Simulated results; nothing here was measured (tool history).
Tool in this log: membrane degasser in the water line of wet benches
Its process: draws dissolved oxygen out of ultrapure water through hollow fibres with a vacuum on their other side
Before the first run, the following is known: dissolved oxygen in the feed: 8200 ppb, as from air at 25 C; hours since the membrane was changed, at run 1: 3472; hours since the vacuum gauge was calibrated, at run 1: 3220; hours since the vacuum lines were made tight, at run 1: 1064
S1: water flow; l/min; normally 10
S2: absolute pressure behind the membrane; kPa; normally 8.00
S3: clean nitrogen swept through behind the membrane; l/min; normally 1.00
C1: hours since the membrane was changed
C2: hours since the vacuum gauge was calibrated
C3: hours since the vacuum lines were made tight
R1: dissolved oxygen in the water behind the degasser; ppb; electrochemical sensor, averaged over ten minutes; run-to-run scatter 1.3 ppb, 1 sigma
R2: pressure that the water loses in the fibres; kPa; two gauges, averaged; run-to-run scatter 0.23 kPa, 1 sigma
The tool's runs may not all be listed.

run	hour	S1	S2	S3	C1	C2	C3	R1	R2
1	0.0	10	8.00	1.00	3472	3220	1064	126.8	56.29
2	36.6	10	8.00	1.00	3509	3257	1101	126.6	56.44
3	112.4	10	8.00	1.00	3585	3332	1177	125.5	56.19
4	171.8	10	8.00	1.00	3644	3392	1236	125.1	55.98
5	211.4	10	8.00	1.00	3684	3431	1276	125.6	56.35
6	247.8	10	8.00	1.00	3720	3468	1312	126.6	56.51
7	307.6	10	8.00	1.00	3780	3528	1372	125.8	56.20
8	352.0	10	8.00	1.00	3824	3572	1416	125.3	56.55
9	441.4	10	8.00	1.00	3914	3661	1506	124.0	56.16
10	524.2	10	8.00	1.00	3996	3744	1589	129.3	55.78
11	569.0	10	8.00	1.00	4041	3789	1633	124.4	55.59
12	617.4	10	8.00	1.00	4089	3837	1682	125.2	55.92
13	663.2	10	12.89	1.44	4135	3883	1728	171.0	56.13
14	740.3	9	9.82	0.41	4212	3960	1805	320.9	50.09
15	803.5	9	9.82	0.41	4276	4023	1868	312.9	49.98
16	876.6	12	5.13	0.44	4349	4097	1941	139.7	66.69
17	947.6	10	11.76	1.81	4420	4168	2012	127.9	55.56
18	1015.1	10	11.76	1.81	4487	4235	2079	125.3	55.58
19	1099.8	10	11.76	1.81	4572	4320	2164	126.5	55.82

Alternative continuations, all from the tool just after run 19; predict every row:
A	1168.5	10	11.30	0.66	4641	4388	2233	?	?
B	1168.5	10	10.29	1.98	4641	4388	2233	?	?
C	1168.5	10	7.80	1.03	4641	4388	2233	?	?

run	R1	R2
A	289.5	55.62
B	100.8	55.16
C	119.7	55.42
With no hidden state in the tool, these same runs would have given:
run	R1	R2
A	289.5	56.71
B	100.8	56.24
C	119.7	56.50
